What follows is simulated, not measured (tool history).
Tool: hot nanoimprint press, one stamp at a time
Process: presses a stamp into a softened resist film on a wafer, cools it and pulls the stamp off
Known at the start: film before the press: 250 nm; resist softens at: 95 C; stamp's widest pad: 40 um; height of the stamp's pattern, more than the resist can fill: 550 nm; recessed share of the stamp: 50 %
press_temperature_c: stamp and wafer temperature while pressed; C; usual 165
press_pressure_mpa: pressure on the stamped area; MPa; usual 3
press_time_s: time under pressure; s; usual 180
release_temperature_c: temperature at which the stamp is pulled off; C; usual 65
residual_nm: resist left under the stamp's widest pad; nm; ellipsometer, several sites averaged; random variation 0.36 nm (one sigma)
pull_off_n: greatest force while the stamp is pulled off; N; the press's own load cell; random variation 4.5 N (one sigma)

Run 1, hour 0: usual settings. Result: residual_nm 91 nm, pull_off_n 230 N.
Run 2, hour 20.6: usual settings. Result: residual_nm 91.5 nm, pull_off_n 234 N.
Run 3, hour 39.4: usual settings but press_pressure_mpa 4.02 MPa. Result: residual_nm 79.2 nm, pull_off_n 234 N.
Run 4, hour 62.9: usual settings. Result: residual_nm 92.1 nm, pull_off_n 242 N.
At hour 76.6: plate thermocouple calibrated.
Run 5, hour 87.1: usual settings. Result: residual_nm 93.3 nm, pull_off_n 255 N.
Run 6, hour 111.6: usual settings. Result: residual_nm 93.9 nm, pull_off_n 256 N.
Run 7, hour 125.3: usual settings. Result: residual_nm 92.8 nm, pull_off_n 258 N.
At hour 145.9: plate thermocouple calibrated, once more.
Run 8, hour 147.8: usual settings. Result: residual_nm 90.3 nm, pull_off_n 255 N.
Run 9, hour 164: usual settings. Result: residual_nm 90.5 nm, pull_off_n 252 N.
Run 10, hour 193.3: usual settings. Result: residual_nm 89.9 nm, pull_off_n 275 N.
Run 11, hour 216.8: usual settings. Result: residual_nm 90.7 nm, pull_off_n 279 N.
At hour 231.3: stamp cleaned and given a new release coat.
Run 12, hour 243.9: usual settings but press_time_s 127 s. Result: residual_nm 104.8 nm, pull_off_n 232 N.
Run 13, hour 260.3: usual settings but press_temperature_c 168 C, press_pressure_mpa 2.11 MPa, release_temperature_c 63 C. Result: residual_nm 96.5 nm, pull_off_n 245 N.
Run 14, hour 279.6: usual settings but press_pressure_mpa 3.65 MPa, press_time_s 95 s. Result: residual_nm 108.5 nm, pull_off_n 241 N.
Run 15, hour 311.4: usual settings but press_temperature_c 158 C, press_pressure_mpa 3.65 MPa, press_time_s 95 s. Result: residual_nm 134.4 nm, pull_off_n 240 N.
Run 16, hour 336.7: usual settings but press_temperature_c 158 C, press_pressure_mpa 1.9 MPa, press_time_s 120 s, release_temperature_c 54 C. Result: residual_nm 156.8 nm, pull_off_n 310 N.
Run 17, hour 354.1: usual settings but press_temperature_c 158 C, press_pressure_mpa 1.9 MPa, press_time_s 120 s, release_temperature_c 54 C. Result: residual_nm 156.6 nm, pull_off_n 304 N.

The next listed run, before its measurement:
Run 18, hour 369: usual settings but press_temperature_c 164 C, press_pressure_mpa 2.82 MPa, press_time_s 160 s, release_temperature_c 50 C. Result: residual_nm ?, pull_off_n ?.

Run 18 gave residual_nm 101.7 nm, pull_off_n 329 N.
Without the tool's hidden state the same run would have given residual_nm 99.8 nm, pull_off_n 287 N.
